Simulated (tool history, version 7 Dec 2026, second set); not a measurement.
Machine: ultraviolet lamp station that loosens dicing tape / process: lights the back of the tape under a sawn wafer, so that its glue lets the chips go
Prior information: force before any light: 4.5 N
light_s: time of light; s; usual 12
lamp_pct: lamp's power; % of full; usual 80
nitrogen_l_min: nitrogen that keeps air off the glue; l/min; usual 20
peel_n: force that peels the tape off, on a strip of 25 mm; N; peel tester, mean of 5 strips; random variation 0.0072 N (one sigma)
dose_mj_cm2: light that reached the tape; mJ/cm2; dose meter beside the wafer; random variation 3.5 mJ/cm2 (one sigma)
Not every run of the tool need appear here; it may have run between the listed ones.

run,hour,light_s,lamp_pct,nitrogen_l_min,peel_n,dose_mj_cm2
1,0,12,80,20,0.445,461
2,27.2,12,61,20,0.761,347
3,51,12,61,20,0.78,347
4,75.3,12,61,20,0.756,344
5,106,16,61,20,0.462,458
6,135.5,12,80,20,0.47,444
# hour 152.5: window cleaned of glue's vapour
7,167.3,12,80,20,0.403,480
8,194.2,12,80,20,0.409,476
9,223.9,9,80,13,0.992,359
10,254.9,9,80,13,1.006,353
11,281.9,9,80,13,0.973,353
12,315.2,8,60,8,1.988,232

The logged runs with the hidden state left out (each run's random variation unchanged):
The hidden state here: lamp's light, % of a new lamp's; light that the window lets through, % of a clean one's; drift of the gauge itself on peel_n, %; drift of the gauge itself on dose_mj_cm2, %.
run,peel_n,dose_mj_cm2
1,0.256,584
2,0.479,443
3,0.488,444
4,0.467,444
5,0.253,595
6,0.255,582
7,0.259,580
8,0.263,578
9,0.714,439
10,0.717,435
11,0.686,437
12,1.628,291
